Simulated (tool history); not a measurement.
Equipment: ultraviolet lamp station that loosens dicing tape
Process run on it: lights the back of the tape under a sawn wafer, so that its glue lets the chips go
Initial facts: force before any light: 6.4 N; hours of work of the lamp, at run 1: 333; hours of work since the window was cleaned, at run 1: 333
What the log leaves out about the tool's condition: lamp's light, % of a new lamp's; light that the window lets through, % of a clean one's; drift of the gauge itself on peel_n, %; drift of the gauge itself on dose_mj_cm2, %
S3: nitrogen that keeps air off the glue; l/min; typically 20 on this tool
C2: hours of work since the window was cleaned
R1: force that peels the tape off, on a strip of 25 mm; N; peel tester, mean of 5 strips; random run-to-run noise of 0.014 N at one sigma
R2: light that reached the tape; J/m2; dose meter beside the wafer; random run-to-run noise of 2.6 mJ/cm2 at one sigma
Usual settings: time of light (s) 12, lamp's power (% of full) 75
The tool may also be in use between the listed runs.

{"run": 1, "hour": 0.0, "time of light (s)": 12, "lamp's power (% of full)": 75, "S3": 20, "hours of work of the lamp": 333, "C2": 333, "R1": 0.822, "R2": 2900}
{"run": 2, "hour": 13.6, "time of light (s)": 12, "lamp's power (% of full)": 75, "S3": 20, "hours of work of the lamp": 342, "C2": 342, "R1": 0.804, "R2": 2830}
{"run": 3, "hour": 25.8, "time of light (s)": 12, "lamp's power (% of full)": 75, "S3": 20, "hours of work of the lamp": 349, "C2": 349, "R1": 0.821, "R2": 2880}
{"hour": 27.1, "done": "window cleaned of glue's vapour"}
{"run": 4, "hour": 35.1, "time of light (s)": 12, "lamp's power (% of full)": 75, "S3": 20, "hours of work of the lamp": 355, "C2": 5, "R1": 0.855, "R2": 2780}
{"run": 5, "hour": 48.7, "time of light (s)": 12, "lamp's power (% of full)": 75, "S3": 20, "hours of work of the lamp": 364, "C2": 14, "R1": 0.869, "R2": 2790}
{"run": 6, "hour": 58.9, "time of light (s)": 12, "lamp's power (% of full)": 75, "S3": 20, "hours of work of the lamp": 370, "C2": 20, "R1": 0.877, "R2": 2820}
{"run": 7, "hour": 68.7, "time of light (s)": 17, "lamp's power (% of full)": 86, "S3": 7, "hours of work of the lamp": 376, "C2": 26, "R1": 0.677, "R2": 4560}
{"run": 8, "hour": 75.4, "time of light (s)": 7, "lamp's power (% of full)": 65, "S3": 7, "hours of work of the lamp": 381, "C2": 31, "R1": 3.148, "R2": 1460}
{"run": 9, "hour": 84.5, "time of light (s)": 7, "lamp's power (% of full)": 65, "S3": 22, "hours of work of the lamp": 386, "C2": 37, "R1": 2.17, "R2": 1430}
{"run": 10, "hour": 99.2, "time of light (s)": 12, "lamp's power (% of full)": 65, "S3": 15, "hours of work of the lamp": 396, "C2": 46, "R1": 1.293, "R2": 2410}

Here are 3 independent what-if runs from the current tool condition. What would each one return?
{"run": "A", "hour": 107.7, "time of light (s)": 12, "lamp's power (% of full)": 70, "S3": 15, "hours of work of the lamp": 401, "C2": 51, "R1": "?", "R2": "?"}
{"run": "B", "hour": 107.7, "time of light (s)": 18, "lamp's power (% of full)": 91, "S3": 9, "hours of work of the lamp": 401, "C2": 51, "R1": "?", "R2": "?"}
{"run": "C", "hour": 107.7, "time of light (s)": 11, "lamp's power (% of full)": 96, "S3": 31, "hours of work of the lamp": 401, "C2": 51, "R1": "?", "R2": "?"}

run=A R1=1.141 R2=2610
run=B R1=0.469 R2=5040
run=C R1=0.547 R2=3260
Take away the tool's hidden state, keep each run's random variation, and the runs would have read:
run=A R1=0.905 R2=3020
run=B R1=0.368 R2=5830
run=C R1=0.426 R2=3770
